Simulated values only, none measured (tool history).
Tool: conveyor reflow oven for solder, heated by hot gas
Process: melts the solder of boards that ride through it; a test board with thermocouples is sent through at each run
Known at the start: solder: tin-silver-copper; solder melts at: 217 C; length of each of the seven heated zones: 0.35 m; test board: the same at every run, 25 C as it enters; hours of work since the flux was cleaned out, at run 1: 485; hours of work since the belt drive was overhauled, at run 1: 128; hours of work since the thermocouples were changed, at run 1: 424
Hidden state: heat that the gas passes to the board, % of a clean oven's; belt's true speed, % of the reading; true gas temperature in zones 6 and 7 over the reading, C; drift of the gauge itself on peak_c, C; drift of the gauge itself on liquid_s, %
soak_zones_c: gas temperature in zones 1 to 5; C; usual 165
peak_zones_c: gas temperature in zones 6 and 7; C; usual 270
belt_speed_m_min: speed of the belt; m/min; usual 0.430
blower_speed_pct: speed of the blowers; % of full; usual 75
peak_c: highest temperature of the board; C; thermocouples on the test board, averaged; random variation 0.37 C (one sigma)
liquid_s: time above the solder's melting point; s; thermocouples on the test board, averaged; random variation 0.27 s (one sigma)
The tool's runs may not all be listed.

run	hour	soak_zones_c	peak_zones_c	belt_speed_m_min	blower_speed_pct	hours of work since the flux was cleaned out	hours of work since the belt drive was overhauled	hours of work since the thermocouples were changed	peak_c	liquid_s
1	0.0	165	270	0.430	75	485	128	424	252.8	70.2
# hour 14.7: flux residue cleaned out of gas plates and filters
2	22.3	165	270	0.430	75	6	141	437	251.8	68.9
3	41.3	165	270	0.430	75	20	155	451	251.6	68.9
4	57.5	165	270	0.430	75	31	167	463	250.7	69.4
5	72.6	165	270	0.430	75	43	178	474	251.6	68.8
# hour 83.8: flux residue cleaned out of gas plates and filters, once more
6	97.7	165	270	0.430	75	10	192	489	255.1	72.9
7	119.4	165	270	0.430	78	26	208	504	255.5	74.0
8	135.7	165	269	0.430	75	38	220	516	253.9	72.7
9	152.7	165	269	0.430	75	51	233	529	253.7	72.2
10	180.9	165	269	0.430	75	71	254	550	254.3	71.8
11	199.9	178	258	0.430	79	85	268	564	247.1	72.0
12	218.9	178	258	0.430	79	99	282	578	246.4	71.8
13	236.4	168	258	0.397	55	112	294	591	241.6	64.1
14	253.9	168	258	0.397	55	125	307	603	241.8	64.5
15	276.4	168	282	0.454	87	142	324	620	266.3	78.1
16	299.5	165	270	0.508	86	159	341	637	252.0	58.4
17	312.2	165	270	0.508	86	168	350	646	251.4	58.3
18	326.3	165	262	0.430	70	178	360	657	245.9	63.9
19	355.7	165	270	0.403	75	200	382	678	255.8	79.6
20	370.2	165	278	0.499	53	211	393	689	247.0	52.9

Forecast each of these 3 alternatives for the next run:
A	400.9	165	278	0.499	53	233	415	711	?	?
B	400.9	157	272	0.430	75	233	415	711	?	?
C	400.9	176	278	0.499	53	233	415	711	?	?

run	peak_c	liquid_s
A	246.8	52.6
B	254.2	69.7
C	250.1	60.2
Without the tool's hidden state the same runs would have given:
run	peak_c	liquid_s
A	248.6	53.9
B	256.2	70.8
C	251.8	61.2

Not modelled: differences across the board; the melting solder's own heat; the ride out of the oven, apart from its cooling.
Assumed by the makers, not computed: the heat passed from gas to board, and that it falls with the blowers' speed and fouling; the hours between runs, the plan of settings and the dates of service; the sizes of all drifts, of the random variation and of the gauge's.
